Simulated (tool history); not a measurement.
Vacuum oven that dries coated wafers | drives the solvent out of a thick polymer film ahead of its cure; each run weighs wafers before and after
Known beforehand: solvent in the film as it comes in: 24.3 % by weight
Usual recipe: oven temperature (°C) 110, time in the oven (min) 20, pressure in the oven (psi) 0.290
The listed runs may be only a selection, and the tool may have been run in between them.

| run | hour | oven temperature (°C) | time in the oven (min) | pressure in the oven (psi) | solvent left in the film (%) |
|---|---|---|---|---|---|
| 1 | 0.0 | 110 | 20 | 0.290 | 1.73 |
| 2 | 65.7 | 110 | 20 | 0.290 | 1.72 |
| 3 | 113.4 | 110 | 20 | 0.290 | 1.73 |
| 4 | 187.3 | 110 | 20 | 0.290 | 1.77 |
| 5 | 218.6 | 108 | 20 | 0.290 | 2.12 |
| 6 | 288.5 | 110 | 20 | 0.290 | 1.74 |
| 7 | 326.4 | 108 | 20 | 0.290 | 2.07 |
| 8 | 380.8 | 110 | 20 | 0.290 | 1.77 |
| 9 | 439.0 | 110 | 20 | 0.290 | 1.80 |
| 10 | 470.6 | 110 | 20 | 0.290 | 1.79 |
| 11 | 506.7 | 118 | 20 | 0.290 | 0.86 |
| 12 | 559.7 | 110 | 20 | 0.202 | 1.69 |
| 13 | 608.3 | 110 | 20 | 0.290 | 1.81 |
| 14 | 643.5 | 110 | 20 | 0.290 | 1.82 |
| 15 | 700.1 | 110 | 20 | 0.290 | 1.77 |
|  | 705.5 | vacuum gauge cleaned of residue and calibrated |
| 16 | 749.2 | 108 | 25 | 0.912 | 2.55 |
| 17 | 823.9 | 117 | 19 | 0.664 | 1.54 |
| 18 | 872.9 | 117 | 19 | 0.426 | 1.28 |
|  | 888.1 | vacuum gauge cleaned of residue and calibrated, once more |
| 19 | 910.3 | 117 | 19 | 0.426 | 1.09 |
| 20 | 958.1 | 116 | 20 | 0.364 | 0.99 |
| 21 | 1001.6 | 110 | 19 | 0.978 | 2.89 |
|  | 1054.6 | oven's thermocouples calibrated |
| 22 | 1073.8 | 110 | 20 | 0.833 | 2.50 |
| 23 | 1141.3 | 103 | 24 | 0.960 | 3.48 |
| 24 | 1205.4 | 116 | 16 | 0.484 | 1.68 |
| 25 | 1262.4 | 116 | 11 | 0.271 | 3.07 |
| 26 | 1337.1 | 119 | 12 | 0.162 | 1.92 |

Expected results for the next run?
| 27 | 1399.0 | 99 | 12 | 0.344 | ? |

{"run 27": {"solvent left in the film (%)": 7.68}}
Minus the tool's unlogged condition, the same run would have read solvent left in the film (%) 7.59.

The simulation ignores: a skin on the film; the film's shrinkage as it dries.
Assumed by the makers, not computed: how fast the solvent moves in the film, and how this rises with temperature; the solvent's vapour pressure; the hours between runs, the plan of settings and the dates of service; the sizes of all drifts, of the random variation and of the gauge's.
